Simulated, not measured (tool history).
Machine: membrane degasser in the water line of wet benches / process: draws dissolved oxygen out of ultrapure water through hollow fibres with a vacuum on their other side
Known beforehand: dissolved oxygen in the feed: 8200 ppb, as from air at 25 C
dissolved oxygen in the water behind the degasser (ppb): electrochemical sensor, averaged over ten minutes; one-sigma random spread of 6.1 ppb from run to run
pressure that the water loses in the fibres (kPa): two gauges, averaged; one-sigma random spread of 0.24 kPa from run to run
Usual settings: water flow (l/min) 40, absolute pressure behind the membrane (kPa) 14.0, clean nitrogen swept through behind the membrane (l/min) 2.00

run      day  water flow (l/min)  absolute pressure behind the membrane (kPa)  clean nitrogen swept through behind the membrane (l/min)  dissolved oxygen in the water behind the degasser (ppb)  pressure that the water loses in the fibres (kPa)
  1    0.000                  40                                         14.0                                                      2.00                                                    603.8                                              61.82
  2    8.917                  40                                         14.0                                                      2.00                                                    615.6                                              61.98
  3   18.038                  40                                         14.0                                                      2.00                                                    602.8                                              62.23
  4   24.879                  60                                         14.0                                                      2.00                                                    939.1                                              92.88
  5   33.767                  40                                         14.0                                                      2.00                                                    597.7                                              61.89
  6   41.892                  40                                         14.0                                                      2.00                                                    609.9                                              61.80
  7   49.529                  40                                         14.0                                                      2.00                                                    610.8                                              62.18
  8   57.750                  40                                         14.0                                                      2.00                                                    614.2                                              61.99
  9   64.592                  40                                         14.0                                                      2.79                                                    496.2                                              61.83
 10   73.292                  40                                         14.0                                                      2.00                                                    606.5                                              62.65
 11   78.692                  40                                         14.0                                                      2.00                                                    622.3                                              62.15
 12   84.996                  40                                         14.0                                                      2.00                                                    613.7                                              62.11
 13   91.921                  40                                         14.0                                                      2.00                                                    614.4                                              62.18
 14  100.708                  40                                         14.0                                                      2.00                                                    618.6                                              62.24
 15  108.942                  40                                         14.0                                                      2.00                                                    610.2                                              62.11
 16  114.438                  40                                         14.0                                                      2.00                                                    611.0                                              62.21
 17  120.667                  25                                         13.8                                                      1.27                                                    491.3                                              39.00
 18  125.250                  40                                         15.8                                                      2.22                                                    638.4                                              61.76
 19  131.204                  40                                         15.8                                                      2.22                                                    629.4                                              62.30
 20  135.979                  40                                         14.0                                                      2.13                                                    583.3                                              62.17
     143.312  -- vacuum gauge calibrated
 21  144.279                  24                                         12.7                                                      2.00                                                    316.4                                              37.11
 22  153.004                  46                                          8.5                                                      2.68                                                    406.5                                              70.96
 23  157.233                  46                                          8.5                                                      2.68                                                    400.1                                              71.20
 24  164.892                  46                                          8.5                                                      2.68                                                    410.3                                              71.19
 25  171.571                  46                                          8.5                                                      2.68                                                    413.7                                              71.15
     173.508  -- seals of the vacuum lines changed
 26  180.912                  46                                          8.5                                                      1.70                                                    505.9                                              71.48
 27  188.358                  40                                         26.2                                                      1.08                                                   1624.1                                              61.97
 28  193.908                  40                                         26.2                                                      1.08                                                   1620.0                                              62.17
 29  200.446                  40                                         26.2                                                      1.08                                                   1620.3                                              62.30
 30  207.421                  42                                         14.0                                                      2.00                                                    652.5                                              65.18
 31  215.483                  42                                         16.9                                                      5.50                                                    417.7                                              64.74
 32  221.438                  48                                         14.0                                                      2.86                                                    607.1                                              74.18

Here are 3 independent what-if runs from the current tool condition. What would each one return?
  A  226.712                  62                                         22.0                                                      0.97                                                        ?                                                  ?
  B  226.712                  39                                         16.9                                                      0.92                                                        ?                                                  ?
  C  226.712                  40                                         14.0                                                      2.79                                                        ?                                                  ?

run  dissolved oxygen in the water behind the degasser (ppb)  pressure that the water loses in the fibres (kPa)
  A                                                   2046.5                                              96.01
  B                                                   1170.8                                              60.41
  C                                                    494.0                                              61.76
Stripped of hidden state, with their random variation kept, the same runs would have yielded:
run  dissolved oxygen in the water behind the degasser (ppb)  pressure that the water loses in the fibres (kPa)
  A                                                   2045.5                                              95.90
  B                                                   1170.1                                              60.34
  C                                                    493.2                                              61.68
